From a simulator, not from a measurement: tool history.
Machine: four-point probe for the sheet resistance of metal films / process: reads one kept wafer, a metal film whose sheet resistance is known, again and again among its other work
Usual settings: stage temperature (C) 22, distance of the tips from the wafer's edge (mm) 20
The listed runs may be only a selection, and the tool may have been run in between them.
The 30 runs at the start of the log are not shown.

run,hour,stage temperature (C),distance of the tips from the wafer's edge (mm),touches since the probe head was changed,hours of work since the stage's thermometer was calibrated,sheet resistance as the instrument gives it (ohm/square)
31,2349.8,20,27,27544,504,0.0368
32,2402.3,25,6,29429,544,0.036889
33,2510.7,33,62,33316,626,0.036693
34,2582.4,33,62,35888,680,0.036686
35,2634.2,25,9,37744,719,0.036831
36,2717.3,33,9,40725,782,0.036777
37,2786.6,33,9,43212,835,0.036783
38,2832.4,33,8,44852,869,0.036797
39,2940.3,25,5,48723,951,0.037011
40,3051.5,21,5,52711,1035,0.037045
41,3106.7,26,46,54693,1077,0.036826
42,3206.5,32,12,58272,1152,0.03681
43,3310.1,28,61,61988,1231,0.03683
# hour 3371.2: stage's thermometer calibrated
44,3410.4,28,61,65569,30,0.036817
45,3474.5,33,73,67866,78,0.036773
46,3530.2,33,73,69865,120,0.036782

Forecast each of these 3 alternatives for the next run:
A,3600.8,20,73,72395,174,?
B,3600.8,18,3,72395,174,?
C,3600.8,21,62,72395,174,?

run,sheet resistance as the instrument gives it (ohm/square)
A,0.036921
B,0.037486
C,0.036907
What these runs would have given with no unlogged condition in the tool:
run,sheet resistance as the instrument gives it (ohm/square)
A,0.036835
B,0.037398
C,0.036821
